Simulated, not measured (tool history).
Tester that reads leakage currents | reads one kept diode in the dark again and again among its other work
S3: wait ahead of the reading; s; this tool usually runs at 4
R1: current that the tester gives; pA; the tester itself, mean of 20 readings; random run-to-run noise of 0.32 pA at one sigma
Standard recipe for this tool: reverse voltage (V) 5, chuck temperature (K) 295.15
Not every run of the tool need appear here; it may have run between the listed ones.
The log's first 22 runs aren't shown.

{"run": 23, "hour": 610.8, "reverse voltage (V)": 5, "chuck temperature (K)": 298.15, "S3": 4, "R1": 142.94}
{"run": 24, "hour": 632.2, "reverse voltage (V)": 5, "chuck temperature (K)": 298.15, "S3": 4, "R1": 142.55}
{"run": 25, "hour": 670.1, "reverse voltage (V)": 6.63, "chuck temperature (K)": 298.15, "S3": 2.66, "R1": 164.77}
{"run": 26, "hour": 696.6, "reverse voltage (V)": 5, "chuck temperature (K)": 317.15, "S3": 2.98, "R1": 566.56}
{"run": 27, "hour": 720.2, "reverse voltage (V)": 3.82, "chuck temperature (K)": 303.15, "S3": 8.64, "R1": 178.56}
{"run": 28, "hour": 759.8, "reverse voltage (V)": 3.67, "chuck temperature (K)": 299.15, "S3": 1.93, "R1": 130.08}
{"run": 29, "hour": 787.9, "reverse voltage (V)": 5, "chuck temperature (K)": 294.15, "S3": 4, "R1": 104.95}
{"run": 30, "hour": 820.0, "reverse voltage (V)": 5, "chuck temperature (K)": 294.15, "S3": 4, "R1": 105.07}
{"run": 31, "hour": 845.2, "reverse voltage (V)": 5, "chuck temperature (K)": 294.15, "S3": 4, "R1": 105.34}
{"run": 32, "hour": 869.5, "reverse voltage (V)": 12.27, "chuck temperature (K)": 294.15, "S3": 2.14, "R1": 173.6}
{"run": 33, "hour": 889.5, "reverse voltage (V)": 12.27, "chuck temperature (K)": 294.15, "S3": 2.14, "R1": 173.25}
{"run": 34, "hour": 921.8, "reverse voltage (V)": 5, "chuck temperature (K)": 297.15, "S3": 4, "R1": 130.81}
{"run": 35, "hour": 952.3, "reverse voltage (V)": 5, "chuck temperature (K)": 295.15, "S3": 0.35, "R1": 113.22}
{"run": 36, "hour": 983.2, "reverse voltage (V)": 5, "chuck temperature (K)": 331.15, "S3": 4, "R1": 1447.78}
{"run": 37, "hour": 1007.1, "reverse voltage (V)": 16.11, "chuck temperature (K)": 304.15, "S3": 1.36, "R1": 404.27}
{"run": 38, "hour": 1025.8, "reverse voltage (V)": 1.5, "chuck temperature (K)": 303.15, "S3": 1.12, "R1": 110.13}
{"run": 39, "hour": 1056.0, "reverse voltage (V)": 1.5, "chuck temperature (K)": 304.15, "S3": 1.78, "R1": 118.44}

Consider 3 possible next runs. They are alternatives, not a sequence: every one starts from the tool as it was left by run 39. What does each give?
{"run": "A", "hour": 1074.1, "reverse voltage (V)": 1.32, "chuck temperature (K)": 304.15, "S3": 0.38, "R1": "?"}
{"run": "B", "hour": 1074.1, "reverse voltage (V)": 4.32, "chuck temperature (K)": 304.15, "S3": 0.79, "R1": "?"}
{"run": "C", "hour": 1074.1, "reverse voltage (V)": 2.2, "chuck temperature (K)": 297.15, "S3": 5.96, "R1": "?"}

run=A R1=111.35
run=B R1=203.43
run=C R1=84.56
With the hidden condition removed and each run's random variation left untouched, the same runs would have given:
run=A R1=114.39
run=B R1=203.76
run=C R1=83.86

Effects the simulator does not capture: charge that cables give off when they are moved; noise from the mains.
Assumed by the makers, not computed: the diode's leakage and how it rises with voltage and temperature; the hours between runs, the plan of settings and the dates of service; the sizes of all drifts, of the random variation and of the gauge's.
